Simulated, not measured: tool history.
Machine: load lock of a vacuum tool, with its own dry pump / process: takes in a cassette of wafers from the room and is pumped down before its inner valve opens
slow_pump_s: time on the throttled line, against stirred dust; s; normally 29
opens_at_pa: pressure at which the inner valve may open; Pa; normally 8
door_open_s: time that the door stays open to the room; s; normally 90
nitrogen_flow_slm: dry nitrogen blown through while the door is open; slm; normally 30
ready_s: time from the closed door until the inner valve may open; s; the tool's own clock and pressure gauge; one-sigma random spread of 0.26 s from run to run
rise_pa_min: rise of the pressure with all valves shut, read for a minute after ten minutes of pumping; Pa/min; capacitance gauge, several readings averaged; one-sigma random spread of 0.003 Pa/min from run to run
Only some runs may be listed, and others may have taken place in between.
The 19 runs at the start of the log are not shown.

| run | day | slow_pump_s | opens_at_pa | door_open_s | nitrogen_flow_slm | hours that the pump has run since its overhaul | times that the door has closed on its seal | incoming humidity of the room's air, % | ready_s | rise_pa_min |
|---|---|---|---|---|---|---|---|---|---|---|
| 20 | 94.808 | 36 | 8 | 45 | 21 | 3797 | 45064 | 43.8 | 58.1 | 0.026 |
| 21 | 98.529 | 36 | 8 | 45 | 21 | 3887 | 45500 | 47.6 | 58.0 | 0.036 |
| 22 | 104.992 | 29 | 15 | 82 | 30 | 4042 | 46256 | 40.9 | 50.5 | 0.042 |
| 23 | 110.146 | 29 | 7 | 187 | 30 | 4166 | 46860 | 45.6 | 52.5 | 0.061 |
| 24 | 114.383 | 37 | 7 | 90 | 9 | 4267 | 47356 | 46.6 | 59.0 | 0.055 |
| 25 | 119.054 | 18 | 9 | 40 | 8 | 4379 | 47902 | 44.4 | 42.7 | 0.042 |
| 26 | 122.342 | 18 | 9 | 40 | 8 | 4458 | 48287 | 48.8 | 42.5 | 0.046 |
| 27 | 128.442 | 29 | 8 | 90 | 4 | 4605 | 49001 | 48.6 | 52.4 | 0.070 |
| 28 | 132.396 | 29 | 8 | 128 | 4 | 4700 | 49464 | 43.7 | 52.3 | 0.081 |
| 29 | 136.842 | 40 | 7 | 128 | 11 | 4806 | 49984 | 48.6 | 61.8 | 0.066 |
| 30 | 140.242 | 42 | 11 | 90 | 30 | 4888 | 50382 | 45.4 | 61.4 | 0.037 |
| 31 | 145.596 | 42 | 11 | 90 | 30 | 5016 | 51009 | 46.3 | 61.8 | 0.039 |
| 32 | 148.383 | 42 | 11 | 90 | 30 | 5083 | 51335 | 47.3 | 62.0 | 0.039 |
| 33 | 151.917 | 55 | 10 | 90 | 23 | 5168 | 51749 | 47.0 | 73.1 | 0.042 |
| 34 | 157.375 | 55 | 10 | 90 | 28 | 5299 | 52388 | 44.3 | 73.0 | 0.044 |
| 35 | 163.746 | 55 | 6 | 90 | 9 | 5452 | 53133 | 45.8 | 74.3 | 0.053 |
| 36 | 167.088 | 55 | 6 | 90 | 9 | 5532 | 53525 | 46.3 | 74.2 | 0.062 |

4 ways to go on from here, each from the tool as it stands after run 36. What would each give?
| A | 172.412 | 55 | 11 | 45 | 23 | 5660 | 54148 | 47.0 | ? | ? |
| B | 172.412 | 29 | 8 | 108 | 30 | 5660 | 54148 | 43.1 | ? | ? |
| C | 172.412 | 55 | 12 | 90 | 9 | 5660 | 54148 | 48.1 | ? | ? |
| D | 172.412 | 27 | 8 | 90 | 30 | 5660 | 54148 | 44.2 | ? | ? |

| run | ready_s | rise_pa_min |
|---|---|---|
| A | 73.2 | 0.030 |
| B | 52.2 | 0.042 |
| C | 72.3 | 0.062 |
| D | 50.2 | 0.031 |
With the hidden condition removed and each run's random variation left untouched, the same runs would have given:
| run | ready_s | rise_pa_min |
|---|---|---|
| A | 73.2 | 0.029 |
| B | 52.2 | 0.041 |
| C | 72.3 | 0.062 |
| D | 50.2 | 0.030 |

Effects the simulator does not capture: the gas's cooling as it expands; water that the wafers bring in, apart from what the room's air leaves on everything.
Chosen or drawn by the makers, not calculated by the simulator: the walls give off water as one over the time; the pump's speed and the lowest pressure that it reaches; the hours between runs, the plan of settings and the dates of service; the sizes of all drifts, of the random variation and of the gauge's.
